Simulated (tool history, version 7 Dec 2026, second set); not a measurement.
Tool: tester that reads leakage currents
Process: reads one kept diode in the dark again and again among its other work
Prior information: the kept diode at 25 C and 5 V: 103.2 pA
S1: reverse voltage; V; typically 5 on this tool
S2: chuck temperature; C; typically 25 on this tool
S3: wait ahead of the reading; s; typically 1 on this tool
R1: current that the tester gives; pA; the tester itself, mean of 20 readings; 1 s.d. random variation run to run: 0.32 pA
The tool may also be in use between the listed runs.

Run 1, hour 0: usual settings. Result: R1 98.51 pA.
Run 2, hour 100.1: usual settings. Result: R1 98.6 pA.
Run 3, hour 213.6: usual settings. Result: R1 98.06 pA.
Run 4, hour 290.6: usual settings but S1 8.37 V. Result: R1 121.52 pA.
Run 5, hour 379: usual settings. Result: R1 97.85 pA.
Run 6, hour 493.5: usual settings. Result: R1 97.18 pA.
Run 7, hour 627.5: usual settings but S1 4.35 V. Result: R1 91.85 pA.
Run 8, hour 712: usual settings but S2 44 C. Result: R1 431.38 pA.
Run 9, hour 836.5: usual settings but S2 44 C. Result: R1 428.5 pA.
Run 10, hour 921: usual settings. Result: R1 96.97 pA.
Run 11, hour 1008.4: usual settings but S2 43 C. Result: R1 393.59 pA.
Run 12, hour 1179.9: usual settings but S2 43 C. Result: R1 450.67 pA.
Run 13, hour 1270.7: usual settings but S2 43 C. Result: R1 444.7 pA.
Run 14, hour 1368.7: usual settings but S2 43 C. Result: R1 443.67 pA.
Run 15, hour 1503.3: usual settings but S3 6.18 s. Result: R1 101.87 pA.
Run 16, hour 1602: usual settings but S1 2.76 V. Result: R1 82.7 pA.
Run 17, hour 1772: usual settings but S1 7.9 V. Result: R1 121.91 pA.
Run 18, hour 1952.1: usual settings but S1 7.9 V. Result: R1 121.66 pA.
Run 19, hour 2133.2: usual settings but S2 38 C. Result: R1 290.97 pA.
Run 20, hour 2307.2: usual settings but S2 38 C. Result: R1 287.68 pA.
Run 21, hour 2452.5: usual settings but S2 51 C, S3 0.32 s. Result: R1 770.61 pA.
Run 22, hour 2550.9: usual settings but S1 8.18 V, S2 44 C, S3 4.69 s. Result: R1 537.44 pA.
Run 23, hour 2701.1: usual settings but S1 8.18 V, S2 44 C, S3 4.69 s. Result: R1 533.83 pA.
Run 24, hour 2817.5: usual settings but S1 2.42 V, S2 32 C, S3 0.38 s. Result: R1 133.49 pA.
Run 25, hour 2978.6: usual settings but S1 2.39 V. Result: R1 75.45 pA.
Run 26, hour 3098.2: usual settings but S1 3.13 V, S2 26 C, S3 0.47 s. Result: R1 91.68 pA.
Run 27, hour 3181.8: usual settings but S1 3.13 V, S2 26 C, S3 0.47 s. Result: R1 91.63 pA.
Run 28, hour 3344.3: usual settings but S2 34 C, S3 1.07 s. Result: R1 204.33 pA.
Run 29, hour 3497.8: usual settings but S2 34 C, S3 1.07 s. Result: R1 204.37 pA.
Run 30, hour 3596.6: usual settings but S1 6.91 V, S2 34 C. Result: R1 232.13 pA.
Run 31, hour 3702.5: usual settings but S1 6.91 V, S2 34 C. Result: R1 229.02 pA.
Run 32, hour 3884.2: usual settings but S1 3.56 V. Result: R1 93.69 pA.
Run 33, hour 4057: usual settings but S1 3.23 V. Result: R1 88.84 pA.
Run 34, hour 4227.2: usual settings but S1 2.8 V. Result: R1 84.22 pA.
Run 35, hour 4341.2: usual settings but S1 7.94 V, S2 46 C. Result: R1 659.21 pA.
Run 36, hour 4454.1: usual settings but S1 2.49 V, S2 36 C, S3 0.87 s. Result: R1 196.7 pA.
Run 37, hour 4547.4: usual settings but S1 1.24 V, S3 4.33 s. Result: R1 61.09 pA.
Run 38, hour 4639: usual settings but S1 13.32 V, S2 42 C, S3 4.55 s. Result: R1 576.31 pA.

Put back what was entered between runs (6 entries, withheld): which listed runs does each sit between, and how does the hidden state differ from the listed run before to the listed run after?
After run 11, before run 12: probe card cleaned and baked (hour 1167.5); chuck's temperature calibrated (hour 1179.6)
  stray current of the dirty probe card, pA a volt: 1.543 -> 0.03; current scale over the true one, %: -1.39 -> -1.43; true chuck temperature over the reading, C: -1.8 -> 0.15
  measured less the result without the state, R1: -56.15 -> -1.42 pA
After run 21, before run 22: tester calibrated (hour 2468.8)
  stray current of the dirty probe card, pA a volt: 0.823 -> 0.881; current scale over the true one, %: -1.77 -> -2.43; true chuck temperature over the reading, C: -0.72 -> -0.78
  measured less the result without the state, R1: -51.96 -> -39.87 pA
After run 24, before run 25: tester calibrated, once more (hour 2842.4)
  stray current of the dirty probe card, pA a volt: 1.045 -> 1.144; current scale over the true one, %: -2.5 -> 0.03; true chuck temperature over the reading, C: -0.97 -> -1.07
  measured less the result without the state, R1: -12.04 -> -4.33 pA
After run 31, before run 32: probe card cleaned and baked (hour 3807); chuck's temperature calibrated (hour 3829)
  stray current of the dirty probe card, pA a volt: 1.577 -> 0.077; current scale over the true one, %: -0.15 -> -0.2; true chuck temperature over the reading, C: -1.57 -> 0.08
  measured less the result without the state, R1: -19.31 -> +0.7 pA

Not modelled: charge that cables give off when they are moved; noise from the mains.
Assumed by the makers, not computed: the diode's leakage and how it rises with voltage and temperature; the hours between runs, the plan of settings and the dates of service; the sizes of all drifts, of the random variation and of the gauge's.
